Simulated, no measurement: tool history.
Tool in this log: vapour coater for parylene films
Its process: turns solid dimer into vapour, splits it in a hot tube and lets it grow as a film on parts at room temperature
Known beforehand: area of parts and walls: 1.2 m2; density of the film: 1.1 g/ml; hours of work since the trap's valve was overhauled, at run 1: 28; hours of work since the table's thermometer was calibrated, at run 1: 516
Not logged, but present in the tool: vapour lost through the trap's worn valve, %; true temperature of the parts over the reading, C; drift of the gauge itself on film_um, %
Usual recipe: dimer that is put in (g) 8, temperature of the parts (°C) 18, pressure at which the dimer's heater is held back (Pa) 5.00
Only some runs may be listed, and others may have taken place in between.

run,hour,dimer that is put in (g),temperature of the parts (°C),pressure at which the dimer's heater is held back (Pa),hours of work since the trap's valve was overhauled,hours of work since the table's thermometer was calibrated,thickness of the film (µm)
1,0.0,8,18,5.00,28,516,3.96
2,15.0,8,18,5.00,35,523,3.93
3,31.4,8,18,5.68,42,530,3.83
4,60.7,4,18,5.68,56,543,1.89
5,78.4,8,18,5.00,64,551,3.91
6,106.6,8,18,3.97,76,564,4.12
7,129.0,12,18,5.00,87,574,5.84
8,152.9,12,18,5.00,97,585,5.80
9,172.5,6,18,5.00,106,594,2.90
10,186.9,8,18,5.00,113,600,3.85
11,213.6,8,18,5.00,125,612,3.87
12,233.8,8,18,5.00,134,622,3.85
13,259.1,8,18,4.98,145,633,3.86
14,287.9,6,21,2.50,158,646,3.11
15,316.0,6,21,2.50,171,659,3.08
16,338.6,10,11,9.92,181,669,4.96
17,352.5,8,19,5.00,188,675,3.72
18,379.4,8,19,5.00,200,687,3.68
19,404.4,7,23,6.92,211,699,2.61
20,419.7,7,23,6.92,218,706,2.62
# hour 440.2: trap's valve overhauled
21,442.1,3,12,8.57,1,714,1.55
22,455.6,8,14,2.32,7,720,5.46
23,483.2,8,14,8.60,19,732,3.94
24,503.0,8,14,8.89,28,741,3.87
25,516.9,6,27,7.60,35,748,2.04

Consider 5 possible next runs. They are alternatives, not a sequence: every one starts from the tool as it was left by run 25. What does each give?
A,548.8,7,22,5.00,49,762,?
B,548.8,7,13,6.73,49,762,?
C,548.8,8,27,7.60,49,762,?
D,548.8,10,28,7.60,49,762,?
E,548.8,10,18,2.72,49,762,?

run,thickness of the film (µm)
A,3.06
B,3.76
C,2.71
D,3.31
E,5.74
Without the tool's hidden state the same runs would have given:
run,thickness of the film (µm)
A,3.02
B,3.72
C,2.67
D,3.27
E,5.66

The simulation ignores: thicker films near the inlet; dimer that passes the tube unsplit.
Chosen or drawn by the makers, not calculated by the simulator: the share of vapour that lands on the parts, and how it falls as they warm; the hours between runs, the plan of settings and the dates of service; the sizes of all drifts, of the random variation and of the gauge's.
